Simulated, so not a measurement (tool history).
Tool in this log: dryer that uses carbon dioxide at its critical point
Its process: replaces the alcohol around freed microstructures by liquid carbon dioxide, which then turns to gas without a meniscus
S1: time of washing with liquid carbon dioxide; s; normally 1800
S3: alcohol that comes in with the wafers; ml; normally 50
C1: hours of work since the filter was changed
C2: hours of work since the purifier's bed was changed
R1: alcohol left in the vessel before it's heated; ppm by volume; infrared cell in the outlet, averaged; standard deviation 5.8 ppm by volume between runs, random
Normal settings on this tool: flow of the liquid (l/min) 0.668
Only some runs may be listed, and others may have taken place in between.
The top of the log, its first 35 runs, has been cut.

run 36 hour=1025.7 | S1=1800 flow_of_the_liquid_(l/min)=0.721 S3=27 | C1=388 C2=986 | R1=209
run 37 hour=1059.6 | S1=1860 flow_of_the_liquid_(l/min)=0.721 S3=27 | C1=413 C2=1011 | R1=189
run 38 hour=1084.2 | S1=1860 flow_of_the_liquid_(l/min)=0.721 S3=27 | C1=431 C2=1028 | R1=206
run 39 hour=1115.9 | S1=2100 flow_of_the_liquid_(l/min)=0.668 S3=47 | C1=454 C2=1051 | R1=244
run 40 hour=1147.6 | S1=2880 flow_of_the_liquid_(l/min)=1.003 S3=102 | C1=477 C2=1074 | R1=106
-- hour=1175.8 inlet filter changed
run 41 hour=1182.8 | S1=2820 flow_of_the_liquid_(l/min)=1.003 S3=66 | C1=5 C2=1099 | R1=100
run 42 hour=1221.1 | S1=2820 flow_of_the_liquid_(l/min)=1.003 S3=25 | C1=33 C2=1127 | R1=106
run 43 hour=1237 | S1=2820 flow_of_the_liquid_(l/min)=1.003 S3=25 | C1=44 C2=1138 | R1=110
run 44 hour=1269 | S1=1440 flow_of_the_liquid_(l/min)=0.57 S3=34 | C1=68 C2=1162 | R1=628
run 45 hour=1294.1 | S1=1680 flow_of_the_liquid_(l/min)=1.021 S3=82 | C1=86 C2=1180 | R1=165
run 46 hour=1312.6 | S1=1680 flow_of_the_liquid_(l/min)=0.478 S3=91 | C1=99 C2=1193 | R1=1710
run 47 hour=1335.6 | S1=1680 flow_of_the_liquid_(l/min)=0.478 S3=91 | C1=116 C2=1210 | R1=1727

Predict each of these 4 candidate next runs independently; none follows another, all start after run 47:
run A hour=1364.4 | S1=1680 flow_of_the_liquid_(l/min)=0.601 S3=23 | C1=137 C2=1231 | R1=?
run B hour=1364.4 | S1=1800 flow_of_the_liquid_(l/min)=0.414 S3=50 | C1=137 C2=1231 | R1=?
run C hour=1364.4 | S1=2640 flow_of_the_liquid_(l/min)=0.482 S3=50 | C1=137 C2=1231 | R1=?
run D hour=1364.4 | S1=1680 flow_of_the_liquid_(l/min)=0.507 S3=91 | C1=137 C2=1231 | R1=?

run=A R1=316
run=B R1=1200
run=C R1=304
run=D R1=1475
With the hidden condition removed and each run's random variation left untouched, the same runs would have given:
run=A R1=181
run=B R1=1012
run=C R1=172
run=D R1=1253
